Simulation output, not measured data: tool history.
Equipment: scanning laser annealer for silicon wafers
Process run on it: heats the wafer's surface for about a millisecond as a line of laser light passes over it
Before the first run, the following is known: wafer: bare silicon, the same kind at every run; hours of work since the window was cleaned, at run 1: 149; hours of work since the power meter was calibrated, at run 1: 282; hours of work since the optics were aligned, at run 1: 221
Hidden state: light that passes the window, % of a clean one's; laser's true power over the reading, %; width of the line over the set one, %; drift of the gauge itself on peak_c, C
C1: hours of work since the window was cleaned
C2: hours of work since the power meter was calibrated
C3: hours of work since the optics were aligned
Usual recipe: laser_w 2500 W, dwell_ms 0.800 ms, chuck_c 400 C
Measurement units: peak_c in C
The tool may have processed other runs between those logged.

run 1 hour=0.0 | laser_w=2500 dwell_ms=0.800 chuck_c=400 | C1=149 C2=282 C3=221 | peak_c=1215
run 2 hour=50.3 | laser_w=2500 dwell_ms=0.800 chuck_c=400 | C1=183 C2=317 C3=256 | peak_c=1204
run 3 hour=84.4 | laser_w=2500 dwell_ms=0.800 chuck_c=400 | C1=207 C2=340 C3=279 | peak_c=1204
run 4 hour=108.8 | laser_w=2500 dwell_ms=0.800 chuck_c=388 | C1=224 C2=357 C3=296 | peak_c=1186
run 5 hour=140.0 | laser_w=2500 dwell_ms=0.800 chuck_c=388 | C1=245 C2=379 C3=317 | peak_c=1182
run 6 hour=169.2 | laser_w=2500 dwell_ms=0.800 chuck_c=400 | C1=265 C2=399 C3=337 | peak_c=1193
run 7 hour=213.4 | laser_w=2500 dwell_ms=0.800 chuck_c=400 | C1=296 C2=429 C3=368 | peak_c=1193
run 8 hour=253.3 | laser_w=2500 dwell_ms=0.800 chuck_c=400 | C1=323 C2=457 C3=395 | peak_c=1186
run 9 hour=298.9 | laser_w=2500 dwell_ms=0.800 chuck_c=400 | C1=355 C2=488 C3=427 | peak_c=1183
run 10 hour=325.9 | laser_w=2500 dwell_ms=0.800 chuck_c=400 | C1=373 C2=507 C3=445 | peak_c=1181
run 11 hour=363.0 | laser_w=2500 dwell_ms=0.800 chuck_c=400 | C1=399 C2=532 C3=471 | peak_c=1177
run 12 hour=389.5 | laser_w=2500 dwell_ms=0.800 chuck_c=416 | C1=417 C2=550 C3=489 | peak_c=1190
-- hour=429.3 window over the wafer cleaned
run 13 hour=431.2 | laser_w=2500 dwell_ms=0.766 chuck_c=400 | C1=1 C2=578 C3=516 | peak_c=1208
run 14 hour=469.2 | laser_w=2500 dwell_ms=0.766 chuck_c=400 | C1=27 C2=604 C3=543 | peak_c=1200
run 15 hour=524.1 | laser_w=2500 dwell_ms=0.800 chuck_c=400 | C1=65 C2=642 C3=580 | peak_c=1217
run 16 hour=557.9 | laser_w=2500 dwell_ms=0.800 chuck_c=400 | C1=89 C2=665 C3=604 | peak_c=1214
run 17 hour=609.2 | laser_w=2500 dwell_ms=0.800 chuck_c=400 | C1=124 C2=700 C3=639 | peak_c=1209
run 18 hour=660.4 | laser_w=2500 dwell_ms=0.800 chuck_c=400 | C1=159 C2=736 C3=674 | peak_c=1204
run 19 hour=698.2 | laser_w=2500 dwell_ms=0.600 chuck_c=400 | C1=185 C2=762 C3=700 | peak_c=1072
run 20 hour=748.6 | laser_w=2500 dwell_ms=0.800 chuck_c=400 | C1=220 C2=796 C3=735 | peak_c=1192
run 21 hour=799.1 | laser_w=2500 dwell_ms=0.800 chuck_c=400 | C1=255 C2=831 C3=770 | peak_c=1189
run 22 hour=842.9 | laser_w=2497 dwell_ms=0.800 chuck_c=381 | C1=285 C2=861 C3=800 | peak_c=1160
run 23 hour=866.6 | laser_w=2163 dwell_ms=0.585 chuck_c=386 | C1=301 C2=878 C3=816 | peak_c=925
run 24 hour=920.9 | laser_w=2163 dwell_ms=0.585 chuck_c=386 | C1=339 C2=915 C3=854 | peak_c=925
run 25 hour=974.2 | laser_w=2163 dwell_ms=0.585 chuck_c=386 | C1=375 C2=952 C3=890 | peak_c=918
run 26 hour=997.3 | laser_w=2163 dwell_ms=0.585 chuck_c=386 | C1=391 C2=968 C3=906 | peak_c=920
run 27 hour=1041.3 | laser_w=2163 dwell_ms=0.585 chuck_c=386 | C1=421 C2=998 C3=936 | peak_c=915
-- hour=1072.2 window over the wafer cleaned
run 28 hour=1088.9 | laser_w=2163 dwell_ms=0.794 chuck_c=386 | C1=12 C2=1029 C3=968 | peak_c=1064
run 29 hour=1117.1 | laser_w=2500 dwell_ms=0.878 chuck_c=372 | C1=31 C2=1049 C3=987 | peak_c=1232
run 30 hour=1171.6 | laser_w=2600 dwell_ms=0.851 chuck_c=372 | C1=68 C2=1086 C3=1025 | peak_c=1255
run 31 hour=1223.8 | laser_w=2600 dwell_ms=0.851 chuck_c=372 | C1=104 C2=1122 C3=1061 | peak_c=1247
run 32 hour=1264.7 | laser_w=2600 dwell_ms=0.851 chuck_c=372 | C1=133 C2=1150 C3=1089 | peak_c=1242
run 33 hour=1299.9 | laser_w=2500 dwell_ms=0.800 chuck_c=419 | C1=157 C2=1175 C3=1113 | peak_c=1215
run 34 hour=1345.3 | laser_w=2731 dwell_ms=0.770 chuck_c=376 | C1=188 C2=1206 C3=1144 | peak_c=1244
run 35 hour=1371.9 | laser_w=2701 dwell_ms=0.800 chuck_c=429 | C1=206 C2=1224 C3=1163 | peak_c=1303
run 36 hour=1400.1 | laser_w=2167 dwell_ms=0.584 chuck_c=429 | C1=226 C2=1244 C3=1182 | peak_c=977
run 37 hour=1454.4 | laser_w=2167 dwell_ms=0.584 chuck_c=429 | C1=263 C2=1281 C3=1220 | peak_c=971
run 38 hour=1498.8 | laser_w=2592 dwell_ms=0.736 chuck_c=396 | C1=294 C2=1312 C3=1250 | peak_c=1168
run 39 hour=1534.3 | laser_w=2592 dwell_ms=0.736 chuck_c=396 | C1=318 C2=1336 C3=1275 | peak_c=1163
run 40 hour=1561.8 | laser_w=2592 dwell_ms=0.736 chuck_c=381 | C1=337 C2=1355 C3=1294 | peak_c=1148
run 41 hour=1617.8 | laser_w=2592 dwell_ms=0.736 chuck_c=381 | C1=376 C2=1393 C3=1332 | peak_c=1139
run 42 hour=1660.8 | laser_w=2657 dwell_ms=0.626 chuck_c=368 | C1=405 C2=1423 C3=1362 | peak_c=1077

Per-run results on a tool with no hidden state, each run keeping its own random variation:
run=1 peak_c=1244
run=2 peak_c=1238
run=3 peak_c=1242
run=4 peak_c=1226
run=5 peak_c=1225
run=6 peak_c=1240
run=7 peak_c=1244
run=8 peak_c=1240
run=9 peak_c=1242
run=10 peak_c=1243
run=11 peak_c=1242
run=12 peak_c=1257
run=13 peak_c=1221
run=14 peak_c=1217
run=15 peak_c=1240
run=16 peak_c=1241
run=17 peak_c=1241
run=18 peak_c=1241
run=19 peak_c=1107
run=20 peak_c=1239
run=21 peak_c=1241
run=22 peak_c=1217
run=23 peak_c=966
run=24 peak_c=970
run=25 peak_c=966
run=26 peak_c=970
run=27 peak_c=969
run=28 peak_c=1083
run=29 peak_c=1260
run=30 peak_c=1289
run=31 peak_c=1287
run=32 peak_c=1287
run=33 peak_c=1260
run=34 peak_c=1298
run=35 peak_c=1361
run=36 peak_c=1015
run=37 peak_c=1014
run=38 peak_c=1234
run=39 peak_c=1233
run=40 peak_c=1221
run=41 peak_c=1217
run=42 peak_c=1154

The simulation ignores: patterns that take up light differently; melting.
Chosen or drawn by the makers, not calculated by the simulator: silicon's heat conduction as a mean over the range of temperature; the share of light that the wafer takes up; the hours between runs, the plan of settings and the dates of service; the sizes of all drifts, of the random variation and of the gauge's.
